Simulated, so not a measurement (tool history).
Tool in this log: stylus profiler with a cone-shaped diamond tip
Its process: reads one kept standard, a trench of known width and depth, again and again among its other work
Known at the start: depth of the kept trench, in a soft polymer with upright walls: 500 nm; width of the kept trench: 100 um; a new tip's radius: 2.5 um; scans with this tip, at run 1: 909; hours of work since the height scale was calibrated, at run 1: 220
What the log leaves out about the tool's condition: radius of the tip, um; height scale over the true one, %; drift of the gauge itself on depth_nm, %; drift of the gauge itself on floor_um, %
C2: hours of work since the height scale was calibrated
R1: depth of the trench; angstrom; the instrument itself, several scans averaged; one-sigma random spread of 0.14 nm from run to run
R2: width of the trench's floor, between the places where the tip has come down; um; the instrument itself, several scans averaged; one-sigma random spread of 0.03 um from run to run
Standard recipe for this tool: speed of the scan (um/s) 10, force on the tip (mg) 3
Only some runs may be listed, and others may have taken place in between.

run 1 hour=0 | speed_of_the_scan_(um/s)=10 force_on_the_tip_(mg)=3 | scans_with_this_tip=909 C2=220 | R1=5058.4 R2=96.88
run 2 hour=19.1 | speed_of_the_scan_(um/s)=10 force_on_the_tip_(mg)=3 | scans_with_this_tip=947 C2=230 | R1=5060.9 R2=96.92
run 3 hour=31.2 | speed_of_the_scan_(um/s)=10 force_on_the_tip_(mg)=3 | scans_with_this_tip=971 C2=236 | R1=5057.4 R2=96.91
run 4 hour=43 | speed_of_the_scan_(um/s)=10 force_on_the_tip_(mg)=3 | scans_with_this_tip=994 C2=241 | R1=5057 R2=96.89
run 5 hour=60.8 | speed_of_the_scan_(um/s)=10 force_on_the_tip_(mg)=3 | scans_with_this_tip=1030 C2=250 | R1=5056.3 R2=96.91
run 6 hour=68.8 | speed_of_the_scan_(um/s)=25 force_on_the_tip_(mg)=3 | scans_with_this_tip=1045 C2=254 | R1=5059.2 R2=96.77
run 7 hour=87.5 | speed_of_the_scan_(um/s)=10 force_on_the_tip_(mg)=6.63 | scans_with_this_tip=1083 C2=263 | R1=5095.6 R2=96.93
run 8 hour=103.5 | speed_of_the_scan_(um/s)=10 force_on_the_tip_(mg)=6.63 | scans_with_this_tip=1114 C2=270 | R1=5094.5 R2=96.92
run 9 hour=113.7 | speed_of_the_scan_(um/s)=10 force_on_the_tip_(mg)=6.63 | scans_with_this_tip=1135 C2=275 | R1=5094.4 R2=96.98
run 10 hour=130.6 | speed_of_the_scan_(um/s)=31 force_on_the_tip_(mg)=3.19 | scans_with_this_tip=1168 C2=283 | R1=5061.9 R2=96.81
run 11 hour=143.8 | speed_of_the_scan_(um/s)=31 force_on_the_tip_(mg)=3.19 | scans_with_this_tip=1195 C2=290 | R1=5061.1 R2=96.82
run 12 hour=157.9 | speed_of_the_scan_(um/s)=31 force_on_the_tip_(mg)=3.19 | scans_with_this_tip=1223 C2=297 | R1=5060.9 R2=96.78
run 13 hour=168.7 | speed_of_the_scan_(um/s)=31 force_on_the_tip_(mg)=3.19 | scans_with_this_tip=1244 C2=302 | R1=5060.3 R2=96.78
run 14 hour=183.7 | speed_of_the_scan_(um/s)=4 force_on_the_tip_(mg)=3 | scans_with_this_tip=1274 C2=309 | R1=5058.8 R2=96.91
run 15 hour=200.1 | speed_of_the_scan_(um/s)=4 force_on_the_tip_(mg)=3 | scans_with_this_tip=1307 C2=317 | R1=5059.9 R2=96.89

4 options for the next run, each taken on its own from the tool as it stands now. Forecast them:
run A hour=218.8 | speed_of_the_scan_(um/s)=5 force_on_the_tip_(mg)=1.31 | scans_with_this_tip=1344 C2=326 | R1=? R2=?
run B hour=218.8 | speed_of_the_scan_(um/s)=4 force_on_the_tip_(mg)=2.05 | scans_with_this_tip=1344 C2=326 | R1=? R2=?
run C hour=218.8 | speed_of_the_scan_(um/s)=2 force_on_the_tip_(mg)=2.1 | scans_with_this_tip=1344 C2=326 | R1=? R2=?
run D hour=218.8 | speed_of_the_scan_(um/s)=30 force_on_the_tip_(mg)=3.45 | scans_with_this_tip=1344 C2=326 | R1=? R2=?

run=A R1=5038 R2=96.88
run=B R1=5048.1 R2=96.96
run=C R1=5046.6 R2=96.87
run=D R1=5066.1 R2=96.79
Take away the tool's hidden state, keep each run's random variation, and the runs would have read:
run=A R1=5030.8 R2=96.93
run=B R1=5040.9 R2=97.02
run=C R1=5039.3 R2=96.93
run=D R1=5058.8 R2=96.85
